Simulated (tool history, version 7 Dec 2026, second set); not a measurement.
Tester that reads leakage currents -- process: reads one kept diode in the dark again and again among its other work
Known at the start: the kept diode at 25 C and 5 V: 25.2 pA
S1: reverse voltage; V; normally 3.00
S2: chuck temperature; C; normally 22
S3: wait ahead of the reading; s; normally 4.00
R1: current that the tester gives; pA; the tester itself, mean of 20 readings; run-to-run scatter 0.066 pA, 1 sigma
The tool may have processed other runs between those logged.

run,hour,S1,S2,S3,R1
1,0.0,3.00,22,4.00,16.07
2,123.7,3.00,22,4.00,16.24
3,289.8,3.00,22,0.50,16.69
# hour 325.8: probe card cleaned and baked
4,415.8,3.00,22,0.50,17.52
5,586.6,9.17,22,4.00,37.29
6,706.6,9.17,22,4.00,37.39
7,843.6,1.96,22,4.00,13.08
8,953.2,3.00,22,4.00,17.35
# hour 975.3: chuck's temperature calibrated
9,1127.0,3.00,22,4.00,18.88
# hour 1299.6: probe card cleaned and baked, once more
10,1319.3,3.00,22,4.00,14.25
11,1458.9,3.00,22,4.00,14.31
12,1601.4,3.00,44,4.00,85.14
13,1770.7,3.00,22,3.61,14.21
14,1950.6,3.00,22,3.61,14.54
15,2040.9,3.00,22,0.43,14.88
16,2184.2,3.00,22,0.37,15.08
17,2290.3,3.00,22,1.16,14.56
18,2411.4,3.76,22,1.16,16.90
# hour 2510.7: chuck's temperature calibrated
19,2596.4,3.76,22,1.16,18.95
20,2700.9,3.76,29,1.16,32.28
21,2871.2,1.25,22,4.00,9.44
22,3059.4,5.12,28,1.10,36.35
23,3179.9,5.12,23,4.87,25.02
# hour 3237.8: probe card cleaned and baked
24,3287.0,2.32,41,1.18,57.80

Estimate the outcome of run 25 from the log above:
25,3424.9,1.94,33,1.18,?

Logged for run 25: R1 27.47 pA.
Take away the tool's hidden state, keep the run-to-run variation as it was, and the same run would have given R1 28.90 pA.
